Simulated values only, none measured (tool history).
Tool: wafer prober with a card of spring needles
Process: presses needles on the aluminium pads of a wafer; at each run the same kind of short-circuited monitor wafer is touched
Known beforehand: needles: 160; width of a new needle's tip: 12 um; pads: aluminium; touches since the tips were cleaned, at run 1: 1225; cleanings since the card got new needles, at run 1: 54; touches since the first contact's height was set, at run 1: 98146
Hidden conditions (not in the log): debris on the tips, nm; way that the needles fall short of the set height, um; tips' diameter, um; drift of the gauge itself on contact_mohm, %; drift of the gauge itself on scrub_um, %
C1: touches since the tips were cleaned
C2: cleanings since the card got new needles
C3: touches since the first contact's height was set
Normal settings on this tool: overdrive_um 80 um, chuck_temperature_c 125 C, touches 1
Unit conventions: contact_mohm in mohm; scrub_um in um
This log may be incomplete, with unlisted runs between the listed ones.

{"run": 1, "day": 0.0, "overdrive_um": 80, "chuck_temperature_c": 125, "touches": 1, "C1": 1225, "C2": 54, "C3": 98146, "contact_mohm": 178, "scrub_um": 16.1}
{"day": 0.05, "done": "tips cleaned on abrasive film"}
{"day": 0.242, "done": "tips cleaned on abrasive film"}
{"day": 0.479, "done": "tips cleaned on abrasive film"}
{"day": 0.717, "done": "tips cleaned on abrasive film"}
{"day": 0.954, "done": "tips cleaned on abrasive film"}
{"day": 1.142, "done": "tips cleaned on abrasive film"}
{"day": 1.379, "done": "tips cleaned on abrasive film"}
{"day": 1.617, "done": "tips cleaned on abrasive film"}
{"run": 2, "day": 1.654, "overdrive_um": 80, "chuck_temperature_c": 125, "touches": 1, "C1": 315, "C2": 62, "C3": 111438, "contact_mohm": 156, "scrub_um": 16.3}
{"day": 1.846, "done": "tips cleaned on abrasive film"}
{"day": 2.083, "done": "tips cleaned on abrasive film"}
{"day": 2.275, "done": "tips cleaned on abrasive film"}
{"day": 2.512, "done": "tips cleaned on abrasive film"}
{"day": 2.75, "done": "tips cleaned on abrasive film"}
{"day": 2.983, "done": "tips cleaned on abrasive film"}
{"day": 3.2, "done": "tips cleaned on abrasive film"}
{"run": 3, "day": 3.2, "overdrive_um": 80, "chuck_temperature_c": 71, "touches": 1, "C1": 0, "C2": 69, "C3": 123848, "contact_mohm": 144, "scrub_um": 15.99}
{"day": 3.392, "done": "tips cleaned on abrasive film"}
{"day": 3.629, "done": "tips cleaned on abrasive film"}
{"day": 3.867, "done": "tips cleaned on abrasive film"}
{"day": 4.054, "done": "tips cleaned on abrasive film"}
{"day": 4.292, "done": "tips cleaned on abrasive film"}
{"day": 4.446, "done": "height of the first contact set anew"}
{"day": 4.542, "done": "tips cleaned on abrasive film"}
{"day": 4.779, "done": "tips cleaned on abrasive film"}
{"run": 4, "day": 4.9, "overdrive_um": 80, "chuck_temperature_c": 125, "touches": 1, "C1": 985, "C2": 76, "C3": 3656, "contact_mohm": 168, "scrub_um": 17.74}
{"day": 4.996, "done": "tips cleaned on abrasive film"}
{"day": 5.233, "done": "tips cleaned on abrasive film"}
{"day": 5.471, "done": "tips cleaned on abrasive film"}
{"day": 5.708, "done": "tips cleaned on abrasive film"}
{"day": 5.946, "done": "tips cleaned on abrasive film"}
{"day": 6.183, "done": "tips cleaned on abrasive film"}
{"run": 5, "day": 6.233, "overdrive_um": 80, "chuck_temperature_c": 125, "touches": 1, "C1": 436, "C2": 82, "C3": 14395, "contact_mohm": 161, "scrub_um": 17.29}
{"day": 6.379, "done": "tips cleaned on abrasive film"}
{"day": 6.617, "done": "tips cleaned on abrasive film"}
{"day": 6.854, "done": "tips cleaned on abrasive film"}
{"day": 7.092, "done": "tips cleaned on abrasive film"}
{"day": 7.329, "done": "tips cleaned on abrasive film"}
{"day": 7.517, "done": "tips cleaned on abrasive film"}
{"day": 7.754, "done": "tips cleaned on abrasive film"}
{"day": 7.946, "done": "tips cleaned on abrasive film"}
{"day": 8.138, "done": "tips cleaned on abrasive film"}
{"run": 6, "day": 8.217, "overdrive_um": 80, "chuck_temperature_c": 125, "touches": 3, "C1": 663, "C2": 91, "C3": 30322, "contact_mohm": 157, "scrub_um": 17.34}
{"day": 8.362, "done": "tips cleaned on abrasive film"}
{"day": 8.55, "done": "tips cleaned on abrasive film"}
{"day": 8.788, "done": "tips cleaned on abrasive film"}
{"day": 8.979, "done": "tips cleaned on abrasive film"}
{"day": 9.171, "done": "tips cleaned on abrasive film"}
{"day": 9.408, "done": "tips cleaned on abrasive film"}
{"day": 9.596, "done": "tips cleaned on abrasive film"}
{"day": 9.833, "done": "tips cleaned on abrasive film"}
{"run": 7, "day": 9.967, "overdrive_um": 80, "chuck_temperature_c": 125, "touches": 3, "C1": 1076, "C2": 99, "C3": 44371, "contact_mohm": 158, "scrub_um": 17.14}
{"day": 10.062, "done": "tips cleaned on abrasive film"}
{"day": 10.254, "done": "tips cleaned on abrasive film"}
{"day": 10.492, "done": "tips cleaned on abrasive film"}
{"day": 10.679, "done": "tips cleaned on abrasive film"}
{"day": 10.917, "done": "tips cleaned on abrasive film"}
{"day": 11.154, "done": "tips cleaned on abrasive film"}
{"day": 11.392, "done": "tips cleaned on abrasive film"}
{"day": 11.629, "done": "tips cleaned on abrasive film"}
{"day": 11.867, "done": "tips cleaned on abrasive film"}
{"day": 12.104, "done": "tips cleaned on abrasive film"}
{"run": 8, "day": 12.229, "overdrive_um": 99, "chuck_temperature_c": 106, "touches": 3, "C1": 1026, "C2": 109, "C3": 62568, "contact_mohm": 152, "scrub_um": 20.99}
{"day": 12.325, "done": "tips cleaned on abrasive film"}
{"day": 12.562, "done": "tips cleaned on abrasive film"}
{"day": 12.754, "done": "tips cleaned on abrasive film"}
{"day": 12.992, "done": "tips cleaned on abrasive film"}
{"day": 13.229, "done": "tips cleaned on abrasive film"}
{"day": 13.462, "done": "tips cleaned on abrasive film"}
{"run": 9, "day": 13.6, "overdrive_um": 64, "chuck_temperature_c": 64, "touches": 3, "C1": 1116, "C2": 115, "C3": 73605, "contact_mohm": 162, "scrub_um": 12.94}
{"day": 13.7, "done": "tips cleaned on abrasive film"}
{"day": 13.933, "done": "tips cleaned on abrasive film"}
{"day": 14.125, "done": "tips cleaned on abrasive film"}
{"day": 14.362, "done": "tips cleaned on abrasive film"}
{"day": 14.6, "done": "tips cleaned on abrasive film"}
{"day": 14.838, "done": "tips cleaned on abrasive film"}
{"day": 15.029, "done": "tips cleaned on abrasive film"}
{"run": 10, "day": 15.171, "overdrive_um": 70, "chuck_temperature_c": 64, "touches": 3, "C1": 1179, "C2": 122, "C3": 86232, "contact_mohm": 164, "scrub_um": 14.42}
{"day": 15.221, "done": "tips cleaned on abrasive film"}
{"day": 15.412, "done": "tips cleaned on abrasive film"}
{"day": 15.65, "done": "tips cleaned on abrasive film"}
{"day": 15.888, "done": "tips cleaned on abrasive film"}
{"day": 16.125, "done": "tips cleaned on abrasive film"}
{"day": 16.362, "done": "tips cleaned on abrasive film"}
{"day": 16.596, "done": "tips cleaned on abrasive film"}
{"day": 16.833, "done": "tips cleaned on abrasive film"}
{"day": 17.025, "done": "tips cleaned on abrasive film"}
{"day": 17.262, "done": "tips cleaned on abrasive film"}
{"day": 17.5, "done": "tips cleaned on abrasive film"}
{"run": 11, "day": 17.533, "overdrive_um": 86, "chuck_temperature_c": 44, "touches": 2, "C1": 273, "C2": 133, "C3": 105202, "contact_mohm": 144, "scrub_um": 17.92}
{"day": 17.725, "done": "tips cleaned on abrasive film"}
{"day": 17.962, "done": "tips cleaned on abrasive film"}
{"day": 18.196, "done": "tips cleaned on abrasive film"}
{"day": 18.388, "done": "tips cleaned on abrasive film"}
{"day": 18.625, "done": "tips cleaned on abrasive film"}
{"day": 18.862, "done": "tips cleaned on abrasive film"}
{"day": 19.1, "done": "tips cleaned on abrasive film"}
{"day": 19.338, "done": "tips cleaned on abrasive film"}
{"day": 19.525, "done": "tips cleaned on abrasive film"}
{"day": 19.762, "done": "tips cleaned on abrasive film"}
{"run": 12, "day": 19.817, "overdrive_um": 86, "chuck_temperature_c": 44, "touches": 2, "C1": 417, "C2": 143, "C3": 123553, "contact_mohm": 145, "scrub_um": 17.27}
{"day": 19.958, "done": "tips cleaned on abrasive film"}
{"day": 20.196, "done": "tips cleaned on abrasive film"}
{"day": 20.433, "done": "tips cleaned on abrasive film"}
{"day": 20.671, "done": "tips cleaned on abrasive film"}
{"day": 20.908, "done": "tips cleaned on abrasive film"}
{"day": 21.104, "done": "height of the first contact set anew"}
{"day": 21.158, "done": "tips cleaned on abrasive film"}
{"day": 21.396, "done": "tips cleaned on abrasive film"}
{"day": 21.629, "done": "tips cleaned on abrasive film"}
{"day": 21.867, "done": "tips cleaned on abrasive film"}
{"day": 22.058, "done": "tips cleaned on abrasive film"}
{"day": 22.296, "done": "tips cleaned on abrasive film"}
{"run": 13, "day": 22.3, "overdrive_um": 86, "chuck_temperature_c": 44, "touches": 2, "C1": 51, "C2": 154, "C3": 9591, "contact_mohm": 137, "scrub_um": 19.3}

3 options for the next run, each taken on its own from the tool as it stands now. Forecast them:
{"day": 22.492, "done": "tips cleaned on abrasive film"}
{"day": 22.729, "done": "tips cleaned on abrasive film"}
{"day": 22.921, "done": "tips cleaned on abrasive film"}
{"day": 23.158, "done": "tips cleaned on abrasive film"}
{"day": 23.392, "done": "tips cleaned on abrasive film"}
{"day": 23.583, "done": "tips cleaned on abrasive film"}
{"day": 23.821, "done": "tips cleaned on abrasive film"}
{"run": "A", "day": 23.854, "overdrive_um": 86, "chuck_temperature_c": 31, "touches": 2, "C1": 272, "C2": 161, "C3": 22069, "contact_mohm": "?", "scrub_um": "?"}
{"day": 22.492, "done": "tips cleaned on abrasive film"}
{"day": 22.729, "done": "tips cleaned on abrasive film"}
{"day": 22.921, "done": "tips cleaned on abrasive film"}
{"day": 23.158, "done": "tips cleaned on abrasive film"}
{"day": 23.392, "done": "tips cleaned on abrasive film"}
{"day": 23.583, "done": "tips cleaned on abrasive film"}
{"day": 23.821, "done": "tips cleaned on abrasive film"}
{"run": "B", "day": 23.854, "overdrive_um": 86, "chuck_temperature_c": 44, "touches": 1, "C1": 272, "C2": 161, "C3": 22069, "contact_mohm": "?", "scrub_um": "?"}
{"day": 22.492, "done": "tips cleaned on abrasive film"}
{"day": 22.729, "done": "tips cleaned on abrasive film"}
{"day": 22.921, "done": "tips cleaned on abrasive film"}
{"day": 23.158, "done": "tips cleaned on abrasive film"}
{"day": 23.392, "done": "tips cleaned on abrasive film"}
{"day": 23.583, "done": "tips cleaned on abrasive film"}
{"day": 23.821, "done": "tips cleaned on abrasive film"}
{"run": "C", "day": 23.854, "overdrive_um": 64, "chuck_temperature_c": 51, "touches": 1, "C1": 272, "C2": 161, "C3": 22069, "contact_mohm": "?", "scrub_um": "?"}

run=A contact_mohm=142 scrub_um=19.07
run=B contact_mohm=151 scrub_um=18.62
run=C contact_mohm=168 scrub_um=13.81
Without the tool's hidden state the same runs would have given:
run=A contact_mohm=129 scrub_um=19.39
run=B contact_mohm=133 scrub_um=18.94
run=C contact_mohm=137 scrub_um=14.13
